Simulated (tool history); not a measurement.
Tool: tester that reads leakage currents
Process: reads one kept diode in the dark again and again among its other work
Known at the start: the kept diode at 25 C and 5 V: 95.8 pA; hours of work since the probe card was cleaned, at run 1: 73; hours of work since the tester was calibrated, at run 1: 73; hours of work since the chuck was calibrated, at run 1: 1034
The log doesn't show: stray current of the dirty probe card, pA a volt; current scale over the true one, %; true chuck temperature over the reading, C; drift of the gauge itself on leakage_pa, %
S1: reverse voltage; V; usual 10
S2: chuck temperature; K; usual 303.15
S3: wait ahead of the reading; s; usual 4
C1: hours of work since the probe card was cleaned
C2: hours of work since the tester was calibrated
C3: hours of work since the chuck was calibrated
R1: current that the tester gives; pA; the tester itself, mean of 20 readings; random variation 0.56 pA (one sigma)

run    hour   S1      S2    S3   C1   C2    C3       R1
  1       0   10  303.15     4   73   73  1034   191.26
  2    43.5   10  303.15     4  100  100  1061   189.57
  3   127.4   10  303.15     4  152  152  1114   191.64
  4   180.7   10  303.15     4  185  185  1147   192.24
  5   219.5   10  303.15     4  209  209  1171   192.09
  6   297.8   10  303.15     4  258  258  1219   192.78
  7     370   10  329.15     4  303  303  1264  1075.67
  8   414.8   10  329.15     4  331  331  1292  1073.82
  9   501.6   10  329.15     4  384  384  1346  1080.32
 10     570   10  327.15  1.36  427  427  1388   961.79
 11   634.1  2.3  303.15   3.4  467  467  1428   105.16
 12   699.6  2.5  311.15  4.88  507  507  1469   192.01
 13   761.2  2.5  311.15  4.88  545  545  1507   191.32
 14   844.7  2.5  311.15  4.88  597  597  1559    193.3
 15   895.7  2.5  311.15  4.88  629  629  1590   192.02
 16   963.3  2.5  311.15  4.88  671  671  1632   193.02
 17  1004.8   15  300.15     4  697  697  1658   191.87

The same runs without the tool's hidden state, with the same run-to-run variation:
run       R1
  1   186.41
  2   184.42
  3   185.74
  4   185.89
  5    185.4
  6   185.41
  7  1041.92
  8   1038.7
  9  1042.42
 10   925.72
 11    100.2
 12   183.27
 13   182.23
 14   183.61
 15   182.11
 16   182.67
 17   177.27
